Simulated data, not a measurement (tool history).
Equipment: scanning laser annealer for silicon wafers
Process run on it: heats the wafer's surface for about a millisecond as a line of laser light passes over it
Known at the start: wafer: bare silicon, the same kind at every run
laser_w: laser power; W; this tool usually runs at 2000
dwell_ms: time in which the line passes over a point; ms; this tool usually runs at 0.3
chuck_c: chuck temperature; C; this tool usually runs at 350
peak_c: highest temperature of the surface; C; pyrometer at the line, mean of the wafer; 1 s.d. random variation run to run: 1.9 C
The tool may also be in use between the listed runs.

run	hour	laser_w	dwell_ms	chuck_c	peak_c
1	0	2000	0.3	350	1116
2	16.7	1946	0.3	350	1086
3	41.5	1946	0.3	350	1089
4	70.9	1946	0.3	350	1083
5	89.5	1946	0.3	350	1089
6	103.5	2000	0.273	350	1076
7	128.6	2000	0.273	350	1074
8	144.7	2000	0.273	350	1074
9	164.5	2000	0.273	350	1070
10	182.2	2000	0.3	348	1111
11	209.3	2000	0.3	348	1104
12	222.5	2000	0.3	348	1104
13	247.8	2000	0.237	348	1016
14	272.2	2000	0.237	348	1016
15	287.7	2000	0.237	348	1014
16	303.9	2000	0.237	348	1016
17	323.6	2000	0.237	348	1014
18	348.2	2000	0.3	350	1099
# hour 352.7: window over the wafer cleaned
19	369.8	1762	0.354	353	1035
20	389.9	1762	0.354	387	1071
21	409.6	2139	0.296	341	1133
22	428.1	2158	0.3	342	1151
23	456.3	2158	0.3	342	1148
24	469.6	1761	0.295	364	979
25	489.8	1715	0.26	350	909
26	507.6	1715	0.26	350	908
27	531.2	1988	0.222	371	989
# hour 535.5: window over the wafer cleaned, once more
28	559.5	1988	0.222	371	1024
29	572.7	2022	0.277	371	1114
30	592.2	2185	0.258	327	1118
31	617.5	2185	0.258	327	1115
32	633.7	2185	0.258	327	1117
33	651.5	1963	0.247	366	1037
34	676.7	1963	0.247	366	1034
35	705.6	1963	0.247	366	1036
36	728.6	2155	0.319	318	1173

What if the next run were any one of these 3? Each begins from the tool's condition after run 36:
# hour 746.6: optics aligned, line set to its width
A	760.6	2155	0.228	332	?
# hour 746.6: optics aligned, line set to its width
B	760.6	2100	0.347	349	?
# hour 746.6: optics aligned, line set to its width
C	760.6	2089	0.268	359	?

run	peak_c
A	1066
B	1235
C	1124
What these runs would have given with no unlogged condition in the tool:
run	peak_c
A	1083
B	1256
C	1142
